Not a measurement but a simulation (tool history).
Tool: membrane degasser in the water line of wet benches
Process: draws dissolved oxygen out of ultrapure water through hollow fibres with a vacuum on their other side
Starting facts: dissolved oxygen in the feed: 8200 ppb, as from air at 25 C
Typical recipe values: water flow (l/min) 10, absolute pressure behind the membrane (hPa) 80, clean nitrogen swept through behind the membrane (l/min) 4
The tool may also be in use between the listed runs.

run	hour	water flow (l/min)	absolute pressure behind the membrane (hPa)	clean nitrogen swept through behind the membrane (l/min)	dissolved oxygen in the water behind the degasser (ppb)	pressure that the water loses in the fibres (hPa)
1	0	10	80	4	42.8	505.9
2	142.3	10	80	4	42.3	505.8
3	292.6	10	80	4	43.6	506.8
4	388.4	10	80	4	43.2	503.9
5	541.5	10	80	4	42.9	507.8
6	676.2	9	80	4	35.3	459.1
7	763.9	9	80	4	35.5	453.7
8	905.8	10	133	4	75.9	510.5
9	1075.5	10	133	4	76.3	511
10	1284.4	10	51.2	4	25.2	508.9
11	1417.9	10	188.1	4	111.8	507.2
12	1606.9	13	80	4	70.3	666.2
13	1698.4	10	80	4	44.4	509.3
14	1807	10	80	4	43.2	505.3
15	1965.9	10	80	4	43.9	508.8
16	2068.5	8	80	4	30.5	408.4
17	2267.3	12	95.3	4.87	64.7	613
18	2361.2	12	95.3	4.87	64.8	612.5
19	2480.2	12	95.3	4.87	64.6	607.1
20	2670.9	12	95.3	4.87	65.3	612.8
21	2876.1	12	95.3	4.87	66.6	613.6
22	2993.8	8	95.3	2.99	47.9	409.9
23	3123	11	178.8	9.33	63.1	561.7
24	3212.9	10	77.1	4.63	39.2	512.8
25	3421.6	11	147	10.03	52.2	562.8
26	3526	11	147	10.03	50.4	563.5
27	3674.6	9	147	10.03	36	462.1
28	3763.4	9	147	10.03	34.4	462
29	3915.9	7	156	2.9	80.7	356.5
30	4032.1	7	80	2.92	34	356.5
31	4140.5	6	121.9	2.41	60.6	306.7
32	4255.5	6	121.9	2.41	60.9	306.7

Alternative continuations, all from the tool just after run 32; predict every row:
A	4402.5	6	94.7	2.41	?	?
B	4402.5	10	80	3.86	?	?
C	4402.5	12	80	4	?	?

run	dissolved oxygen in the water behind the degasser (ppb)	pressure that the water loses in the fibres (hPa)
A	44.8	306.3
B	46.4	515.5
C	63.9	618.3
Stripped of hidden state, with their random variation kept, the same runs would have yielded:
run	dissolved oxygen in the water behind the degasser (ppb)	pressure that the water loses in the fibres (hPa)
A	40.9	296.6
B	41.3	499.2
C	56.5	598.8

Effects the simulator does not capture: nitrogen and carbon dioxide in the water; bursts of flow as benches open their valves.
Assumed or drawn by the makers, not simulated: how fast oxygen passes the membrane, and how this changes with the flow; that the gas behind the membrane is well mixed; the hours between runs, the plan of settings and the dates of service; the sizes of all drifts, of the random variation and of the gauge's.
